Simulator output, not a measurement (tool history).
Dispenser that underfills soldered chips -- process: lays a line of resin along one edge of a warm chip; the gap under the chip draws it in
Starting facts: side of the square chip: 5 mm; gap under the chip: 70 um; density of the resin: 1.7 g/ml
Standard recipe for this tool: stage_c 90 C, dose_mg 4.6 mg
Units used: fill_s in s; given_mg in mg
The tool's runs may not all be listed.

run	hour	stage_c	dose_mg	fill_s	given_mg
1	0	90	4.6	12.9	4.55
# hour 3.2: new syringe of resin
2	8.3	90	4.6	10.4	4.52
3	16.4	90	4.41	13	4.31
# hour 17.5: new syringe of resin
4	23.3	90	4.41	10.4	4.33
5	30.3	90	5.77	13.1	5.66
# hour 32.4: new syringe of resin
6	38	90	5.77	10.4	5.63
7	44.1	90	4.6	12.4	4.49
# hour 47.3: new syringe of resin
8	50	90	4.6	9.3	4.5
9	56	90	4.6	10.9	4.47
# hour 62: new syringe of resin
10	64.2	90	4.6	9.1	4.48
11	68.4	90	4.6	10.8	4.48
# hour 76.6: new syringe of resin
12	77	90	4.6	8.4	4.48
13	86.6	90	4.6	11.5	4.46
# hour 90.9: new syringe of resin
14	91.4	90	4.6	8.6	4.45
15	99.8	90	4.6	11.5	4.43
16	104	102	4.54	7.7	4.36
# hour 105.5: new syringe of resin
17	113.2	102	4.54	6.5	4.39
18	118.5	89	5.89	12.3	5.67
# hour 120.1: new syringe of resin
19	122.8	89	5.89	9.5	5.65
# hour 125.1: dispensing valve cleaned and set on the balance
20	132.2	96	4.45	9.7	4.42
# hour 136: new syringe of resin
21	140.5	96	4.45	7.6	4.44
22	145.5	96	4.45	9.4	4.43
# hour 150.4: new syringe of resin
23	153.8	80	4.52	14.3	4.46
24	159.7	75	4.13	22.5	4.09
# hour 164.7: new syringe of resin
25	165.2	104	3.99	5.4	3.94
26	170.4	95	4.12	8.3	4.08
27	176.4	95	4.12	9.7	4.06

What if the next run were any one of these 5? Each begins from the tool's condition after run 27:
# hour 179: new syringe of resin
A	181.7	102	5.28	?	?
# hour 179: new syringe of resin
B	181.7	84	5.09	?	?
# hour 179: new syringe of resin
C	181.7	105	5.97	?	?
# hour 179: new syringe of resin
D	181.7	92	4.24	?	?
# hour 179: new syringe of resin
E	181.7	79	4.06	?	?

run	fill_s	given_mg
A	5.4	5.22
B	11.6	5.04
C	4.9	5.92
D	8.2	4.18
E	15.1	4.01
With the hidden condition removed and each run's random variation left untouched, the same runs would have given:
run	fill_s	given_mg
A	5.3	5.29
B	11.5	5.11
C	4.8	5.99
D	8	4.24
E	14.9	4.06

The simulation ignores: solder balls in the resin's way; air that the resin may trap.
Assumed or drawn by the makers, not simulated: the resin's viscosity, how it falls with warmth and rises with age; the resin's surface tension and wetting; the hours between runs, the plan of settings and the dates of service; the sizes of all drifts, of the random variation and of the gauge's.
